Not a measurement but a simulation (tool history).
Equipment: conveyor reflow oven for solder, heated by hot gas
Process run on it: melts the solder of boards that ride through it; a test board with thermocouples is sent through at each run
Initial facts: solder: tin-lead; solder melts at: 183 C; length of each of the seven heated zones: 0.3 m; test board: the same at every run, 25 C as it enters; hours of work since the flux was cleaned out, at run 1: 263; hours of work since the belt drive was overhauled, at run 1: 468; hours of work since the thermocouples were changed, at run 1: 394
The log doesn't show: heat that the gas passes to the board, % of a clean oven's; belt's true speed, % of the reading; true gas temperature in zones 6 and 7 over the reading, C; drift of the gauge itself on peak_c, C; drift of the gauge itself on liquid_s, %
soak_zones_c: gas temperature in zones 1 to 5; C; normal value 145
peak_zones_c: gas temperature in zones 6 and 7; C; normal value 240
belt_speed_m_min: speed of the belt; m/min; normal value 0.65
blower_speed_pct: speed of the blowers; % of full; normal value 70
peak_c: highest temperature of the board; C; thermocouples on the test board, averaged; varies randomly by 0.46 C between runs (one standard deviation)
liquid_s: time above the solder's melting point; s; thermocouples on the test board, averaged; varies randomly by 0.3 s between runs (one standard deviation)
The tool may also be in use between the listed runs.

run	hour	soak_zones_c	peak_zones_c	belt_speed_m_min	blower_speed_pct	hours of work since the flux was cleaned out	hours of work since the belt drive was overhauled	hours of work since the thermocouples were changed	peak_c	liquid_s
1	0	145	240	0.65	70	263	468	394	224.9	47.3
2	37.3	145	240	0.65	70	292	497	423	224.4	47.3
# hour 52.7: flux residue cleaned out of gas plates and filters
3	69.4	145	240	0.65	70	13	518	443	224.8	46.7
4	132.4	145	240	0.72	70	62	566	492	221.9	41.2
5	180.2	134	240	0.72	70	99	603	529	218	37.2
6	217.5	134	240	0.72	70	127	632	558	219.8	37.3
7	282.9	145	240	0.634	70	178	683	609	225.5	48.9
8	348.7	153	248	0.65	64	229	734	659	232	53
9	414.4	153	248	0.65	64	280	784	710	232.2	52.2
# hour 443.9: flux residue cleaned out of gas plates and filters
10	476	147	246	0.565	63	25	828	754	233.6	58.6
11	512.9	131	244	0.543	64	53	857	783	230.5	54.9
12	553.9	131	248	0.739	88	85	888	814	229.2	39.9
13	619.7	144	234	0.724	70	136	939	865	216.2	38

What if the next run were any one of these 3? Each begins from the tool's condition after run 13:
A	670.4	152	245	0.742	70	175	979	904	?	?
B	670.4	141	232	0.65	70	175	979	904	?	?
C	670.4	144	232	0.724	70	175	979	904	?	?

run	peak_c	liquid_s
A	226.5	43.2
B	217.3	42.5
C	213.7	36.9
The same runs, with their run-to-run variation unchanged, on a tool lacking any hidden condition would have given:
run	peak_c	liquid_s
A	226.6	43.2
B	217.4	42.6
C	213.8	37
